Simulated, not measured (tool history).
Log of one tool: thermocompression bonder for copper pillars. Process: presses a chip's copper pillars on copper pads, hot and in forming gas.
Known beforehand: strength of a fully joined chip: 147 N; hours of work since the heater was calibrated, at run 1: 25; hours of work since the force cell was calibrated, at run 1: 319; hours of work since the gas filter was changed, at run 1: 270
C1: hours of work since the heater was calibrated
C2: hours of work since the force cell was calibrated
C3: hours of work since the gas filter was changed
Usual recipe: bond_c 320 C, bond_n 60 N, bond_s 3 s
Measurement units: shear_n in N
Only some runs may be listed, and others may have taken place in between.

Run 1, hour 0.0: usual settings; C1 25; C2 319; C3 270. Result: shear_n 110.6 N.
Run 2, hour 6.6: usual settings; C1 29; C2 323; C3 273. Result: shear_n 108.3 N.
Run 3, hour 15.7: usual settings; C1 34; C2 328; C3 279. Result: shear_n 109.6 N.
Run 4, hour 23.0: usual settings; C1 38; C2 333; C3 283. Result: shear_n 108.7 N.
Run 5, hour 30.9: usual settings but bond_c 309 C; C1 43; C2 337; C3 287. Result: shear_n 101.8 N.
Run 6, hour 38.8: usual settings but bond_c 309 C; C1 47; C2 342; C3 292. Result: shear_n 100.3 N.
Run 7, hour 46.2: usual settings but bond_n 90 N; C1 52; C2 346; C3 296. Result: shear_n 131.3 N.
Run 8, hour 59.1: usual settings but bond_c 316 C; C1 59; C2 353; C3 303. Result: shear_n 106.1 N.
Run 9, hour 70.6: usual settings but bond_n 88 N; C1 66; C2 360; C3 310. Result: shear_n 129.9 N.
Run 10, hour 83.1: usual settings; C1 73; C2 367; C3 317. Result: shear_n 111.3 N.
Run 11, hour 97.6: usual settings but bond_c 346 C; C1 81; C2 375; C3 325. Result: shear_n 125.1 N.
Run 12, hour 104.4: usual settings but bond_c 321 C; C1 85; C2 379; C3 329. Result: shear_n 111.3 N.
Run 13, hour 115.3: usual settings; C1 91; C2 385; C3 335. Result: shear_n 110.1 N.
Run 14, hour 128.4: usual settings but bond_s 2 s; C1 99; C2 393; C3 343. Result: shear_n 99.7 N.
Run 15, hour 143.2: usual settings but bond_s 2 s; C1 107; C2 401; C3 351. Result: shear_n 99.8 N.
At hour 149.2: forming gas filter changed.
Run 16, hour 154.8: usual settings but bond_n 82 N; C1 113; C2 407; C3 3. Result: shear_n 128.6 N.
Run 17, hour 169.1: usual settings; C1 121; C2 416; C3 11. Result: shear_n 109.1 N.
Run 18, hour 175.9: usual settings; C1 125; C2 420; C3 15. Result: shear_n 110.9 N.
Run 19, hour 188.2: usual settings; C1 132; C2 427; C3 22. Result: shear_n 108.5 N.
Run 20, hour 203.0: usual settings but bond_n 39 N; C1 141; C2 435; C3 31. Result: shear_n 80.8 N.
Run 21, hour 209.9: usual settings but bond_c 333 C, bond_n 36 N; C1 145; C2 439; C3 35. Result: shear_n 87.4 N.
Run 22, hour 223.0: usual settings but bond_n 67 N; C1 152; C2 446; C3 42. Result: shear_n 117.3 N.
Run 23, hour 233.3: usual settings but bond_c 332 C, bond_n 46 N; C1 158; C2 452; C3 48. Result: shear_n 103.6 N.
Run 24, hour 246.1: usual settings but bond_c 326 C, bond_n 46 N; C1 165; C2 460; C3 55. Result: shear_n 99.4 N.
Run 25, hour 257.1: usual settings but bond_c 350 C, bond_n 40 N, bond_s 9 s; C1 172; C2 466; C3 62. Result: shear_n 130.1 N.
Run 26, hour 269.6: usual settings but bond_c 303 C, bond_n 70 N; C1 179; C2 473; C3 69. Result: shear_n 105.8 N.
Run 27, hour 280.2: usual settings but bond_c 318 C, bond_n 70 N; C1 185; C2 479; C3 75. Result: shear_n 118.6 N.
Run 28, hour 288.5: usual settings but bond_c 318 C, bond_n 70 N; C1 190; C2 484; C3 79. Result: shear_n 119.9 N.
Run 29, hour 298.5: usual settings but bond_c 318 C, bond_n 70 N; C1 195; C2 489; C3 85. Result: shear_n 118.6 N.
Run 30, hour 305.6: usual settings but bond_c 318 C, bond_n 69 N, bond_s 4 s; C1 199; C2 494; C3 89. Result: shear_n 124.1 N.
Run 31, hour 320.0: usual settings but bond_c 318 C, bond_n 69 N, bond_s 4 s; C1 208; C2 502; C3 97. Result: shear_n 121.5 N.
Run 32, hour 331.3: usual settings but bond_n 81 N, bond_s 2 s; C1 214; C2 508; C3 104. Result: shear_n 115.3 N.
Run 33, hour 338.4: usual settings but bond_c 326 C; C1 218; C2 512; C3 108. Result: shear_n 114.2 N.
Run 34, hour 345.0: usual settings but bond_c 326 C; C1 222; C2 516; C3 112. Result: shear_n 114.1 N.
Run 35, hour 356.6: usual settings but bond_c 326 C, bond_n 54 N, bond_s 2 s; C1 229; C2 523; C3 118. Result: shear_n 97.2 N.
Run 36, hour 364.4: usual settings but bond_c 304 C, bond_n 54 N; C1 233; C2 527; C3 123. Result: shear_n 89.1 N.
Run 37, hour 374.5: usual settings but bond_c 319 C, bond_n 66 N; C1 239; C2 533; C3 129. Result: shear_n 117.7 N.
Run 38, hour 383.2: usual settings but bond_c 305 C, bond_n 40 N, bond_s 6 s; C1 244; C2 538; C3 134. Result: shear_n 90.2 N.
Run 39, hour 391.5: usual settings but bond_c 342 C, bond_n 74 N; C1 248; C2 543; C3 138. Result: shear_n 133.3 N.

Predict each of these 4 candidate next runs independently; none follows another, all start after run 39:
Run A, hour 400.0: usual settings but bond_c 331 C; C1 253; C2 547; C3 143. Result: shear_n ?.
Run B, hour 400.0: usual settings but bond_c 299 C, bond_n 74 N, bond_s 2 s; C1 253; C2 547; C3 143. Result: shear_n ?.
Run C, hour 400.0: usual settings but bond_n 57 N, bond_s 8 s; C1 253; C2 547; C3 143. Result: shear_n ?.
Run D, hour 400.0: usual settings but bond_n 73 N; C1 253; C2 547; C3 143. Result: shear_n ?.

run  shear_n
  A    118.6
  B     96.6
  C    128.7
  D    119.3
Stripped of hidden state, with their random variation kept, the same runs would have yielded:
run  shear_n
  A    118.8
  B     96.7
  C    128.8
  D    119.4

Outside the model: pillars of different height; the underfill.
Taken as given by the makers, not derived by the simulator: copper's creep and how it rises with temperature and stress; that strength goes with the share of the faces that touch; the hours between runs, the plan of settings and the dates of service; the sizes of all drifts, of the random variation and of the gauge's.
